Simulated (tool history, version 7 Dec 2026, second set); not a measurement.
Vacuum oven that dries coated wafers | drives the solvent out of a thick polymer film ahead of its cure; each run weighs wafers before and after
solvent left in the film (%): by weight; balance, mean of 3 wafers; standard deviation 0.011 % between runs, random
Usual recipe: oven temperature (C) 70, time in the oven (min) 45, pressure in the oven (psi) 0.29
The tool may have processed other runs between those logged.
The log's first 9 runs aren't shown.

run	day	oven temperature (C)	time in the oven (min)	pressure in the oven (psi)	solvent left in the film (%)
10	5.042	70	45	0.29	1.76
11	5.433	69	45	0.29	1.98
12	5.925	69	45	0.29	1.97
13	6.542	70	45	0.29	1.74
14	6.85	70	45	0.29	1.74
15	7.304	74	45	0.29	1.03
16	7.946	70	45	0.29	1.73
17	8.467	70	45	0.29	1.74
18	8.908	61	45	0.526	5.36
19	9.238	59	68	0.657	4.38
20	9.792	59	36	0.657	8.09
21	10.271	76	36	0.657	1.75

The next listed run, before its measurement:
22	10.917	80	45	0.924	?

{"run 22": {"solvent left in the film (%)": 1.32}}
Had the tool carried no hidden state, the very same run would have given solvent left in the film (%) 1.37.

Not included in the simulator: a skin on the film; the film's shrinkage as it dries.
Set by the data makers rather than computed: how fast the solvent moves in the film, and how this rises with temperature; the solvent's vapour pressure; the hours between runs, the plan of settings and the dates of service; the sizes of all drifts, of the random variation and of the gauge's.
